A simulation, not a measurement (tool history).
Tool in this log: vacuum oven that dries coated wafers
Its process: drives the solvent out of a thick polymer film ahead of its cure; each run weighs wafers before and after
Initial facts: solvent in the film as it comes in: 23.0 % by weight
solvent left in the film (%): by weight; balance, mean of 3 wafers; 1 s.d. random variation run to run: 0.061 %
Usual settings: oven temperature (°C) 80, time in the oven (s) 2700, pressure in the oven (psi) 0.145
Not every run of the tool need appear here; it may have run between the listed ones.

Run 1, hour 0.0: usual settings. Result: solvent left in the film (%) 2.94.
Run 2, hour 11.6: usual settings. Result: solvent left in the film (%) 2.99.
Run 3, hour 23.4: usual settings. Result: solvent left in the film (%) 2.86.
Run 4, hour 35.6: usual settings but pressure in the oven (psi) 0.084. Result: solvent left in the film (%) 2.56.
Run 5, hour 50.6: usual settings but pressure in the oven (psi) 0.084. Result: solvent left in the film (%) 2.37.
Run 6, hour 62.3: usual settings. Result: solvent left in the film (%) 3.08.
Run 7, hour 75.9: usual settings but time in the oven (s) 4620. Result: solvent left in the film (%) 1.48.
Run 8, hour 84.0: usual settings. Result: solvent left in the film (%) 2.92.
Run 9, hour 91.6: usual settings but time in the oven (s) 3720. Result: solvent left in the film (%) 1.85.
Run 10, hour 102.9: usual settings but time in the oven (s) 3720. Result: solvent left in the film (%) 1.87.
Run 11, hour 118.5: usual settings but oven temperature (°C) 93, time in the oven (s) 3720. Result: solvent left in the film (%) 0.81.
Run 12, hour 126.4: usual settings but pressure in the oven (psi) 0.326. Result: solvent left in the film (%) 4.30.
Run 13, hour 133.8: usual settings but oven temperature (°C) 67, time in the oven (s) 4380, pressure in the oven (psi) 0.418. Result: solvent left in the film (%) 7.38.
Run 14, hour 140.7: usual settings but pressure in the oven (psi) 0.180. Result: solvent left in the film (%) 3.29.

Expected results for the next run?
Run 15, hour 150.6: usual settings but oven temperature (°C) 69, pressure in the oven (psi) 0.106. Result: solvent left in the film (%) ?.

solvent left in the film (%): 5.47
The same run, on a tool lacking any hidden state, would have yielded solvent left in the film (%) 6.39.
